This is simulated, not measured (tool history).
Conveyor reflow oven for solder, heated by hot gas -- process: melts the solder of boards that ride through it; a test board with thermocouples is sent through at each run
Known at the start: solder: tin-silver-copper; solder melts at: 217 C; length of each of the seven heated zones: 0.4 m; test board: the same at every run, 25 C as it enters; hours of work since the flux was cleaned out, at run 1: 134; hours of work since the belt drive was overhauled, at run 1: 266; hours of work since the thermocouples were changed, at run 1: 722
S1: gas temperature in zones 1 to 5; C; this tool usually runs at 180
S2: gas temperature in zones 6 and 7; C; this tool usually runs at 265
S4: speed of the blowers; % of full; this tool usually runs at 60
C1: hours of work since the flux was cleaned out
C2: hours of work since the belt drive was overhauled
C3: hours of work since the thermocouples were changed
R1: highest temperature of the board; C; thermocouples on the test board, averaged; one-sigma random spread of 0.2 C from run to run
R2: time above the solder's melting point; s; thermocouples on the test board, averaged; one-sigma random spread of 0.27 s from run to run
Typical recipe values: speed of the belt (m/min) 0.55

{"run": 1, "day": 0.0, "S1": 180, "S2": 265, "speed of the belt (m/min)": 0.55, "S4": 60, "C1": 134, "C2": 266, "C3": 722, "R1": 248.6, "R2": 63.8}
{"run": 2, "day": 0.425, "S1": 180, "S2": 265, "speed of the belt (m/min)": 0.55, "S4": 60, "C1": 142, "C2": 273, "C3": 729, "R1": 248.3, "R2": 63.6}
{"run": 3, "day": 0.867, "S1": 180, "S2": 265, "speed of the belt (m/min)": 0.55, "S4": 60, "C1": 149, "C2": 281, "C3": 737, "R1": 248.2, "R2": 63.9}
{"run": 4, "day": 1.154, "S1": 180, "S2": 265, "speed of the belt (m/min)": 0.55, "S4": 84, "C1": 154, "C2": 286, "C3": 742, "R1": 252.6, "R2": 69}
{"run": 5, "day": 1.362, "S1": 181, "S2": 265, "speed of the belt (m/min)": 0.55, "S4": 60, "C1": 158, "C2": 289, "C3": 745, "R1": 248.6, "R2": 64.5}
{"run": 6, "day": 1.6, "S1": 181, "S2": 265, "speed of the belt (m/min)": 0.55, "S4": 60, "C1": 162, "C2": 293, "C3": 749, "R1": 248.3, "R2": 64.4}
{"run": 7, "day": 1.946, "S1": 181, "S2": 265, "speed of the belt (m/min)": 0.55, "S4": 60, "C1": 168, "C2": 299, "C3": 755, "R1": 248.2, "R2": 64}
{"run": 8, "day": 2.446, "S1": 181, "S2": 265, "speed of the belt (m/min)": 0.55, "S4": 60, "C1": 176, "C2": 308, "C3": 764, "R1": 248.5, "R2": 63.8}
{"run": 9, "day": 2.896, "S1": 181, "S2": 265, "speed of the belt (m/min)": 0.55, "S4": 60, "C1": 184, "C2": 316, "C3": 771, "R1": 248, "R2": 63.8}
{"run": 10, "day": 3.329, "S1": 180, "S2": 265, "speed of the belt (m/min)": 0.55, "S4": 72, "C1": 191, "C2": 323, "C3": 779, "R1": 250.2, "R2": 66.2}
{"run": 11, "day": 3.575, "S1": 180, "S2": 265, "speed of the belt (m/min)": 0.55, "S4": 60, "C1": 195, "C2": 327, "C3": 783, "R1": 247.6, "R2": 63}
{"run": 12, "day": 4.062, "S1": 180, "S2": 265, "speed of the belt (m/min)": 0.55, "S4": 60, "C1": 204, "C2": 335, "C3": 791, "R1": 247.6, "R2": 63.2}
{"run": 13, "day": 4.525, "S1": 180, "S2": 265, "speed of the belt (m/min)": 0.55, "S4": 60, "C1": 212, "C2": 343, "C3": 799, "R1": 247.5, "R2": 62.8}
{"run": 14, "day": 4.754, "S1": 176, "S2": 265, "speed of the belt (m/min)": 0.55, "S4": 60, "C1": 215, "C2": 347, "C3": 803, "R1": 247.4, "R2": 60.2}
{"run": 15, "day": 5.0, "S1": 180, "S2": 265, "speed of the belt (m/min)": 0.649, "S4": 60, "C1": 220, "C2": 351, "C3": 807, "R1": 241.7, "R2": 45.5}
{"run": 16, "day": 5.383, "S1": 180, "S2": 265, "speed of the belt (m/min)": 0.55, "S4": 60, "C1": 226, "C2": 358, "C3": 814, "R1": 248, "R2": 63.6}
{"run": 17, "day": 5.617, "S1": 181, "S2": 265, "speed of the belt (m/min)": 0.55, "S4": 60, "C1": 230, "C2": 362, "C3": 818, "R1": 248, "R2": 63.7}
{"run": 18, "day": 5.95, "S1": 180, "S2": 257, "speed of the belt (m/min)": 0.55, "S4": 60, "C1": 236, "C2": 368, "C3": 823, "R1": 240.9, "R2": 55.7}
{"run": 19, "day": 6.179, "S1": 184, "S2": 265, "speed of the belt (m/min)": 0.485, "S4": 60, "C1": 240, "C2": 372, "C3": 827, "R1": 252.7, "R2": 79.6}
{"run": 20, "day": 6.558, "S1": 181, "S2": 265, "speed of the belt (m/min)": 0.55, "S4": 58, "C1": 246, "C2": 378, "C3": 834, "R1": 247.4, "R2": 63.1}
{"run": 21, "day": 7.017, "S1": 167, "S2": 263, "speed of the belt (m/min)": 0.594, "S4": 73, "C1": 254, "C2": 386, "C3": 842, "R1": 243.3, "R2": 49}
{"run": 22, "day": 7.317, "S1": 180, "S2": 265, "speed of the belt (m/min)": 0.458, "S4": 58, "C1": 259, "C2": 391, "C3": 847, "R1": 252.8, "R2": 83.4}
{"day": 7.567, "done": "flux residue cleaned out of gas plates and filters"}
{"run": 23, "day": 7.929, "S1": 179, "S2": 271, "speed of the belt (m/min)": 0.555, "S4": 51, "C1": 6, "C2": 398, "C3": 854, "R1": 248.4, "R2": 61}
{"run": 24, "day": 8.392, "S1": 179, "S2": 271, "speed of the belt (m/min)": 0.555, "S4": 51, "C1": 14, "C2": 406, "C3": 861, "R1": 248, "R2": 60.5}
{"run": 25, "day": 8.754, "S1": 169, "S2": 265, "speed of the belt (m/min)": 0.55, "S4": 72, "C1": 20, "C2": 412, "C3": 868, "R1": 246.3, "R2": 57.3}
{"run": 26, "day": 9.15, "S1": 169, "S2": 265, "speed of the belt (m/min)": 0.55, "S4": 72, "C1": 27, "C2": 419, "C3": 874, "R1": 246.3, "R2": 57.2}
{"day": 9.788, "done": "flux residue cleaned out of gas plates and filters, once more"}
{"run": 27, "day": 9.788, "S1": 168, "S2": 261, "speed of the belt (m/min)": 0.544, "S4": 60, "C1": 0, "C2": 426, "C3": 882, "R1": 244.3, "R2": 55.8}
{"run": 28, "day": 10.142, "S1": 167, "S2": 265, "speed of the belt (m/min)": 0.55, "S4": 60, "C1": 6, "C2": 432, "C3": 888, "R1": 247.1, "R2": 57.6}
{"run": 29, "day": 10.454, "S1": 167, "S2": 265, "speed of the belt (m/min)": 0.55, "S4": 60, "C1": 11, "C2": 437, "C3": 893, "R1": 246.9, "R2": 57.8}
{"run": 30, "day": 10.883, "S1": 167, "S2": 265, "speed of the belt (m/min)": 0.55, "S4": 60, "C1": 19, "C2": 445, "C3": 900, "R1": 247.3, "R2": 57.5}
{"run": 31, "day": 11.171, "S1": 167, "S2": 268, "speed of the belt (m/min)": 0.648, "S4": 60, "C1": 24, "C2": 450, "C3": 905, "R1": 243.1, "R2": 42.9}

Some steps in R1 between neighbouring runs. How much of each would the tool show without its hidden state too (settings, what came in, random variation), and how much is left for the hidden state, with any gauge scatter that isn't in both results?
Unlogged tool condition in this case: heat that the gas passes to the board, % of a clean oven's; belt's true speed, % of the reading; true gas temperature in zones 6 and 7 over the reading, C; drift of the gauge itself on peak_c, C; drift of the gauge itself on liquid_s, %.
Run 17 -> 18: S1 181 -> 180, S2 265 -> 257. R1 -7.1 C: hidden state +0, all else -7.1.
Run 18 -> 19: S1 180 -> 184, S2 257 -> 265, speed of the belt (m/min) 0.55 -> 0.485. R1 +11.8 C: hidden state +0.3, all else +11.5.
Run 21 -> 22: S1 167 -> 180, S2 263 -> 265, speed of the belt (m/min) 0.594 -> 0.458, S4 73 -> 58. R1 +9.5 C: hidden state +1.2, all else +8.3.
Run 22 -> 23: S1 180 -> 179, S2 265 -> 271, speed of the belt (m/min) 0.458 -> 0.555, S4 58 -> 51, flux residue cleaned out of gas plates and filters. R1 -4.4 C: hidden state -1.7, all else -2.7.
Run 26 -> 27: S1 169 -> 168, S2 265 -> 261, speed of the belt (m/min) 0.55 -> 0.544, S4 72 -> 60, flux residue cleaned out of gas plates and filters, once more. R1 -2 C: hidden state +4.1, all else -6.1.
